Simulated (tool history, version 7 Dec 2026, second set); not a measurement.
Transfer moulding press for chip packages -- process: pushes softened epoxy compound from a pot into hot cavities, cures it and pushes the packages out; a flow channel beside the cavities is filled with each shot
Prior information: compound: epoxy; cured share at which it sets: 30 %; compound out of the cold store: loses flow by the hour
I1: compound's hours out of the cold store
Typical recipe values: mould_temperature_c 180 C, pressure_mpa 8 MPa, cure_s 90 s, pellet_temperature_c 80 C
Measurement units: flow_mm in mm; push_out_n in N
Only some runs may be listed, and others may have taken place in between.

run 1 hour=0 | mould_temperature_c=180 pressure_mpa=8 cure_s=90 pellet_temperature_c=80 | I1=18.3 | flow_mm=935 push_out_n=1025
run 2 hour=14.7 | mould_temperature_c=180 pressure_mpa=8 cure_s=90 pellet_temperature_c=80 | I1=18.9 | flow_mm=929 push_out_n=574
run 3 hour=23.8 | mould_temperature_c=180 pressure_mpa=8 cure_s=90 pellet_temperature_c=80 | I1=41.3 | flow_mm=826 push_out_n=644
run 4 hour=30.1 | mould_temperature_c=180 pressure_mpa=8 cure_s=90 pellet_temperature_c=80 | I1=47.1 | flow_mm=798 push_out_n=706
run 5 hour=36 | mould_temperature_c=180 pressure_mpa=8 cure_s=79 pellet_temperature_c=80 | I1=13.4 | flow_mm=947 push_out_n=1013
run 6 hour=44.4 | mould_temperature_c=180 pressure_mpa=8 cure_s=79 pellet_temperature_c=80 | I1=13.7 | flow_mm=943 push_out_n=1142
run 7 hour=51.4 | mould_temperature_c=180 pressure_mpa=8 cure_s=90 pellet_temperature_c=80 | I1=46.5 | flow_mm=805 push_out_n=843
run 8 hour=63.7 | mould_temperature_c=180 pressure_mpa=8 cure_s=90 pellet_temperature_c=80 | I1=20.3 | flow_mm=913 push_out_n=916
run 9 hour=69.4 | mould_temperature_c=173 pressure_mpa=8 cure_s=90 pellet_temperature_c=80 | I1=22.9 | flow_mm=925 push_out_n=1396
run 10 hour=82.6 | mould_temperature_c=180 pressure_mpa=8 cure_s=71 pellet_temperature_c=80 | I1=14.9 | flow_mm=937 push_out_n=1662
run 11 hour=91.1 | mould_temperature_c=180 pressure_mpa=8 cure_s=71 pellet_temperature_c=80 | I1=35.6 | flow_mm=840 push_out_n=1604
run 12 hour=101.5 | mould_temperature_c=180 pressure_mpa=8 cure_s=71 pellet_temperature_c=80 | I1=45.4 | flow_mm=798 push_out_n=792
run 13 hour=109.4 | mould_temperature_c=180 pressure_mpa=8 cure_s=71 pellet_temperature_c=80 | I1=28.4 | flow_mm=870 push_out_n=1004
run 14 hour=119.9 | mould_temperature_c=173 pressure_mpa=8 cure_s=90 pellet_temperature_c=80 | I1=11.7 | flow_mm=975 push_out_n=1172
run 15 hour=126.1 | mould_temperature_c=173 pressure_mpa=8 cure_s=90 pellet_temperature_c=80 | I1=38.7 | flow_mm=843 push_out_n=1073
run 16 hour=137.5 | mould_temperature_c=173 pressure_mpa=8 cure_s=90 pellet_temperature_c=80 | I1=16.2 | flow_mm=949 push_out_n=1300
run 17 hour=149.3 | mould_temperature_c=173 pressure_mpa=8 cure_s=90 pellet_temperature_c=80 | I1=46.2 | flow_mm=811 push_out_n=1272
run 18 hour=160.6 | mould_temperature_c=180 pressure_mpa=9.79 cure_s=80 pellet_temperature_c=75 | I1=25.9 | flow_mm=968 push_out_n=1222
run 19 hour=174.2 | mould_temperature_c=180 pressure_mpa=8 cure_s=90 pellet_temperature_c=75 | I1=25.7 | flow_mm=922 push_out_n=930
run 20 hour=187.3 | mould_temperature_c=180 pressure_mpa=8 cure_s=90 pellet_temperature_c=75 | I1=43.3 | flow_mm=841 push_out_n=974
run 21 hour=194.3 | mould_temperature_c=185 pressure_mpa=7.24 cure_s=90 pellet_temperature_c=80 | I1=39.1 | flow_mm=802 push_out_n=409
run 22 hour=203.2 | mould_temperature_c=180 pressure_mpa=8 cure_s=116 pellet_temperature_c=80 | I1=19.1 | flow_mm=948 push_out_n=479
run 23 hour=216.6 | mould_temperature_c=180 pressure_mpa=7.75 cure_s=75 pellet_temperature_c=79 | I1=33.8 | flow_mm=868 push_out_n=1061
run 24 hour=227 | mould_temperature_c=180 pressure_mpa=6.56 cure_s=127 pellet_temperature_c=76 | I1=29 | flow_mm=818 push_out_n=593
run 25 hour=238.3 | mould_temperature_c=180 pressure_mpa=6.56 cure_s=127 pellet_temperature_c=76 | I1=39.4 | flow_mm=774 push_out_n=645
run 26 hour=244.4 | mould_temperature_c=180 pressure_mpa=6.25 cure_s=90 pellet_temperature_c=80 | I1=11.9 | flow_mm=870 push_out_n=945
run 27 hour=255.7 | mould_temperature_c=180 pressure_mpa=6.25 cure_s=90 pellet_temperature_c=80 | I1=8.8 | flow_mm=884 push_out_n=967
run 28 hour=264.2 | mould_temperature_c=187 pressure_mpa=8 cure_s=125 pellet_temperature_c=83 | I1=17.1 | flow_mm=926 push_out_n=677
run 29 hour=274.5 | mould_temperature_c=174 pressure_mpa=8 cure_s=88 pellet_temperature_c=80 | I1=47.1 | flow_mm=837 push_out_n=1432
run 30 hour=288 | mould_temperature_c=178 pressure_mpa=7.19 cure_s=90 pellet_temperature_c=87 | I1=21.9 | flow_mm=886 push_out_n=622

Not shown: 5 entries that the log had between the listed runs. Between which runs, and how does the tool's hidden state differ before and after?
In the gap between runs 1 and 2: cavities cleaned with cleaning compound and waxed (hour 7.5)
  true mould temperature over the reading, C: 0.18 -> 0.19; pressure that reaches the compound, % of what is set: 93.64 -> 93.29; grip of the stained cavities, % over clean ones': 101 -> 16
  what was measured, less what the result would be without the hidden state, flow_mm: -31 -> -33 mm; push_out_n: +511 -> +74 N
In the gap between runs 11 and 12: cavities cleaned with cleaning compound and waxed (hour 98.5)
  true mould temperature over the reading, C: 0.25 -> 0.26; pressure that reaches the compound, % of what is set: 91.04 -> 90.79; grip of the stained cavities, % over clean ones': 102.6 -> 7.6
  what was measured, less what the result would be without the hidden state, flow_mm: -41 -> -41 mm; push_out_n: +795 -> +43 N
In the gap between runs 18 and 19: plunger's sealing rings changed (hour 172.6)
  pressure that reaches the compound, % of what is set: 89.03 -> 99.3; grip of the stained cavities, % over clean ones': 90.3 -> 97.7
  what was measured, less what the result would be without the hidden state, flow_mm: -59 -> -5 mm; push_out_n: +568 -> +452 N
In the gap between runs 20 and 21: cavities cleaned with cleaning compound and waxed (hour 192.8)
  pressure that reaches the compound, % of what is set: 98.9 -> 98.74; grip of the stained cavities, % over clean ones': 104.6 -> 4.2
  what was measured, less what the result would be without the hidden state, flow_mm: -6 -> -6 mm; push_out_n: +486 -> +14 N
In the gap between runs 29 and 30: cavities cleaned with cleaning compound and waxed (hour 284)
  true mould temperature over the reading, C: 0.39 -> 0.4; pressure that reaches the compound, % of what is set: 96.5 -> 96.16; grip of the stained cavities, % over clean ones': 102.2 -> 10.4
  what was measured, less what the result would be without the hidden state, flow_mm: -16 -> -19 mm; push_out_n: +701 -> +45 N
